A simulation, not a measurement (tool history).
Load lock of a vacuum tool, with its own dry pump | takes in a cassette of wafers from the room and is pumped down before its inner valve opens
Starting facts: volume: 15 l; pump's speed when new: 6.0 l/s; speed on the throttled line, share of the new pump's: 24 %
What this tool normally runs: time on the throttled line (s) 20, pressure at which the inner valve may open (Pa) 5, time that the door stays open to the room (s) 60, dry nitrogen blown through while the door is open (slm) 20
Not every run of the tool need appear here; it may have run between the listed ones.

run    hour  time on the throttled line (s)  pressure at which the inner valve may open (Pa)  time that the door stays open to the room (s)  dry nitrogen blown through while the door is open (slm)  incoming humidity of the room's air, %  time from the closed door until the inner valve may open (s)  rise of the pressure with all valves shut (Pa/min)
  1       0                              20                                                5                                             60                                                       20                                    45.1                                                          40.2                                               0.114
  2    87.6                              20                                                5                                             60                                                       20                                    44.7                                                          40.3                                               0.109
  3   242.2                              20                                                5                                             60                                                       20                                    47.1                                                          40.5                                               0.119
  4   374.8                              20                                                5                                             60                                                       20                                    46.2                                                          40.3                                               0.121
  5   493.7                              20                                                5                                             60                                                       20                                    47.4                                                          40.5                                               0.124
  6   635.4                              20                                               10                                             60                                                       20                                    45.9                                                          38.6                                               0.123
  7   739.6                              20                                               10                                             60                                                       20                                      45                                                          38.2                                               0.119
  8   865.5                              20                                                5                                             60                                                       20                                    43.5                                                          40.3                                               0.124
  9   971.1                              23                                                5                                             60                                                       20                                    44.4                                                          43.2                                               0.134
 10  1093.5                              23                                                5                                             60                                                       20                                    46.2                                                          42.9                                               0.138
 11  1200.4                              23                                                5                                             60                                                       20                                    43.2                                                          42.8                                               0.129
 12  1317.4                              23                                                5                                             60                                                       20                                    41.9                                                          42.7                                               0.129
 13  1395.8                              23                                                5                                             60                                                       20                                      44                                                            43                                               0.135
 14  1506.1                              23                                                5                                             46                                                       20                                    46.1                                                          42.9                                               0.136
 15  1585.1                              20                                                5                                             55                                                       20                                    42.8                                                          40.6                                               0.137
 16  1674.3                              37                                                5                                             60                                                       21                                    47.2                                                          53.6                                               0.155
 17  1810.5                              20                                                8                                             60                                                       20                                    45.4                                                          39.3                                               0.149
 18  1971.6                              20                                                8                                             60                                                       20                                    46.7                                                          39.6                                               0.157
 19  2096.1                              29                                                8                                             77                                                       20                                    44.9                                                            46                                               0.169
 20  2199.3                              20                                                5                                            154                                                        8                                    43.5                                                          40.7                                                0.22
 21  2366.3                              39                                               10                                             48                                                       13                                    42.2                                                          53.2                                               0.165
 22  2486.3                              15                                                8                                             32                                                       45                                      44                                                          35.7                                               0.131
 23  2572.4                              20                                                5                                             60                                                        5                                    41.2                                                            41                                               0.184
 24  2701.2                              20                                                5                                             60                                                        5                                    44.1                                                          40.8                                               0.202
 25    2814                              34                                                5                                             60                                                       20                                    46.2                                                          51.6                                               0.176
 26  2973.4                              30                                                5                                             60                                                       10                                    44.9                                                          48.7                                                0.19

What if the next run were any one of these 4? Each begins from the tool's condition after run 26:
  A  3072.1                              24                                                5                                             73                                                       26                                    43.7                                                             ?                                                   ?
  B  3072.1                              21                                                5                                             60                                                        4                                    44.8                                                             ?                                                   ?
  C  3072.1                              20                                                5                                             51                                                       20                                    47.1                                                             ?                                                   ?
  D  3072.1                              40                                                7                                             30                                                       10                                    44.8                                                             ?                                                   ?

run  time from the closed door until the inner valve may open (s)  rise of the pressure with all valves shut (Pa/min)
  A                                                          43.9                                                0.18
  B                                                          41.7                                                0.21
  C                                                          40.9                                               0.179
  D                                                          55.2                                               0.176
Had the tool no hidden state, the same runs would have come out as:
run  time from the closed door until the inner valve may open (s)  rise of the pressure with all valves shut (Pa/min)
  A                                                            43                                               0.074
  B                                                          40.9                                               0.107
  C                                                            40                                               0.074
  D                                                          54.6                                                0.07
